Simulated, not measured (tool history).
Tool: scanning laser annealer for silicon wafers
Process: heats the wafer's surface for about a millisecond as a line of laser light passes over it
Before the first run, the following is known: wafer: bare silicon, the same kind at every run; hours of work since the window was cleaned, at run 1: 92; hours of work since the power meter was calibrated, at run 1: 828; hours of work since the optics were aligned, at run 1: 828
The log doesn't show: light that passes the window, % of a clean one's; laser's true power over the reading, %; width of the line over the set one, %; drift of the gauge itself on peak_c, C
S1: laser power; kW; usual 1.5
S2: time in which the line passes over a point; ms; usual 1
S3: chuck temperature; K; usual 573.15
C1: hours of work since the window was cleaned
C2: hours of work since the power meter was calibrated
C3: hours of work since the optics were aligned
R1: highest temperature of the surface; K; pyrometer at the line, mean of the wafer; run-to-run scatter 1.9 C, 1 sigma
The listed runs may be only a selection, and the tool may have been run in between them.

run     day     S1    S2      S3   C1    C2   C3       R1
  1       0    1.5     1  573.15   92   828  828  1361.15
  2   1.292    1.5     1  573.15  112   847  847  1357.15
  3   3.171    1.5     1  573.15  140   875  875  1354.15
  4   4.575    1.5     1  573.15  161   896  896  1356.15
  5   6.229    1.5     1  573.15  186   921  921  1351.15
  6   7.825    1.5     1  573.15  210   945  945  1350.15
  7   8.962  1.631     1  573.15  227   962  962  1424.15
  8  10.192  1.631     1  573.15  245   981  981  1414.15
     10.938  -- optics aligned, line set to its width
  9  11.933  1.631     1  573.15  268  1004   15  1432.15
 10  13.842  1.631     1  573.15  297  1032   44  1427.15
      14.35  -- window over the wafer cleaned
 11  15.788    1.5     1  573.15   22  1060   72  1380.15
 12  17.704    1.5     1  573.15   50  1089  100  1378.15
 13  19.317    1.5     1  573.15   75  1113  125  1372.15
 14      21    1.5     1  547.15  100  1139  150  1347.15
 15  22.083    1.5  1.04  547.15  116  1155  166  1360.15
 16  23.475    1.5  1.04  547.15  137  1176  187  1359.15
 17  24.471    1.5     1  573.15  152  1191  202  1368.15
 18  25.704    1.5  0.72  573.15  171  1209  221  1242.15
 19    27.6    1.5  0.72  573.15  199  1238  249  1238.15
 20  28.796    1.5     1  573.15  217  1256  267  1362.15
 21  29.688   1.57  1.09  591.15  230  1269  280  1458.15

Run 22, settings as shown, results not yet in. Your forecast:
 22  31.329  1.387   1  573.15  255  1294  305   ?

Run 22 gave R1 1295.15 K.
With no hidden state in the tool, this same run would have given R1 1316.15 K.
